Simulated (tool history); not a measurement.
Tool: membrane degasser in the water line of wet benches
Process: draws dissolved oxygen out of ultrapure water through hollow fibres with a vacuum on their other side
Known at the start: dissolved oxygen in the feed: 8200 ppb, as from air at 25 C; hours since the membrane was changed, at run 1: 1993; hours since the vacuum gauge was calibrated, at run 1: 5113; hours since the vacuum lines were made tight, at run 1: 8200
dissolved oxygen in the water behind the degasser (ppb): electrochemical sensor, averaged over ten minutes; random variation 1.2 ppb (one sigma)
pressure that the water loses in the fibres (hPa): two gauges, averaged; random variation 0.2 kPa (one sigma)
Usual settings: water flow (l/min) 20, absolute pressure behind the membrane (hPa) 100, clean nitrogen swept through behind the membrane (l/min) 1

run    hour  water flow (l/min)  absolute pressure behind the membrane (hPa)  clean nitrogen swept through behind the membrane (l/min)  hours since the membrane was changed  hours since the vacuum gauge was calibrated  hours since the vacuum lines were made tight  dissolved oxygen in the water behind the degasser (ppb)  pressure that the water loses in the fibres (hPa)
  1       0                  20                                          100                                                         1                                  1993                                         5113                                          8200                                                    337.1                                              560.5
  2    86.2                  20                                          100                                                         1                                  2079                                         5199                                          8286                                                    336.9                                              561.8
  3   211.4                  20                                          100                                                         1                                  2205                                         5324                                          8411                                                    337.8                                              554.9
  4   295.3                  20                                           64                                                         1                                  2288                                         5408                                          8495                                                    182.7                                              556.5
  5   406.9                  20                                           64                                                         1                                  2400                                         5520                                          8607                                                    182.7                                              553.2
      482.1  -- seals of the vacuum lines changed
  6   562.9                  20                                           64                                                         1                                  2554                                         5674                                            81                                                    179.9                                              557.3
  7   705.1                  20                                           64                                                         1                                  2696                                         5816                                           223                                                    180.6                                              557.6
      718.2  -- vacuum gauge calibrated
  8     839                  20                                           64                                                         1                                  2830                                          121                                           356                                                    181.1                                              558.2
  9   964.3                  20                                           64                                                         1                                  2955                                          246                                           482                                                    182.1                                              555.7
 10  1065.7                  20                                           64                                                         1                                  3056                                          347                                           583                                                      182                                              557.3
 11  1144.4                  20                                           64                                                         1                                  3135                                          426                                           662                                                      182                                              554.2
 12  1266.5                  20                                           64                                                         1                                  3257                                          548                                           784                                                    181.5                                              561.7
 13  1340.8                  20                                           73                                                      0.59                                  3331                                          623                                           858                                                    323.7                                              556.8
 14  1506.6                  15                                          100                                                         1                                  3497                                          788                                          1024                                                    244.7                                              418.6
 15  1609.2                  30                                          245                                                       0.7                                  3600                                          891                                          1127                                                   1626.9                                              836.3
 16  1683.3                  20                                          212                                                      2.44                                  3674                                          965                                          1201                                                    376.1                                              557.9
     1741.4  -- vacuum gauge calibrated, once more
 17  1793.6                  32                                          154                                                      0.55                                  3784                                           52                                          1310                                                   1286.5                                              896.6
 18  1866.1                  21                                          208                                                      0.61                                  3856                                          125                                          1383                                                   1140.5                                              586.8
 19  1974.2                  21                                          208                                                      0.61                                  3964                                          233                                          1491                                                   1142.5                                              585.8
 20  2059.5                  30                                          113                                                      0.49                                  4050                                          318                                          1576                                                    938.6                                              836.7
 21  2195.7                  18                                          113                                                      0.49                                  4186                                          454                                          1713                                                      592                                              505.2
 22  2301.7                  18                                          157                                                      1.06                                  4292                                          560                                          1819                                                    480.5                                              504.7
 23  2477.8                  18                                          157                                                      1.06                                  4468                                          736                                          1995                                                      483                                              503.5
 24  2584.7                  18                                           62                                                      0.53                                  4575                                          843                                          2102                                                    229.6                                              509.1

Measured less the same run without the tool's hidden state. The same run-to-run variation is in both; the gauge's scatter may not be:
The hidden state here: membrane still open, %; true pressure behind the membrane over the reading, kPa; air that leaks in behind the membrane, l/min; drift of the gauge itself on oxygen_ppb, %; drift of the gauge itself on loss_of_pressure_kpa, %.
run  dissolved oxygen in the water behind the degasser (ppb)  pressure that the water loses in the fibres (hPa)
  1                                                    +10.5                                               +2.5
  2                                                    +10.7                                               +2.6
  3                                                    +10.8                                               +2.8
  4                                                     +8.6                                               +2.8
  5                                                     +8.7                                               +2.9
  6                                                     +6.5                                               +3.2
  7                                                     +6.7                                               +3.3
  8                                                     +7.8                                               +3.5
  9                                                       +8                                               +3.7
 10                                                     +8.1                                               +3.8
 11                                                     +8.2                                               +3.8
 12                                                     +8.3                                               +4.1
 13                                                      +12                                               +4.1
 14                                                     +6.8                                               +3.2
 15                                                    +13.5                                               +6.7
 16                                                     +5.9                                               +4.6
 17                                                     +1.3                                               +7.4
 18                                                     +1.9                                                 +5
 19                                                     +2.1                                               +5.1
 20                                                     +1.3                                               +7.5
 21                                                     +0.7                                               +4.6
 22                                                     +2.9                                               +4.7
 23                                                     +3.2                                                 +5
 24                                                     +0.8                                               +5.2
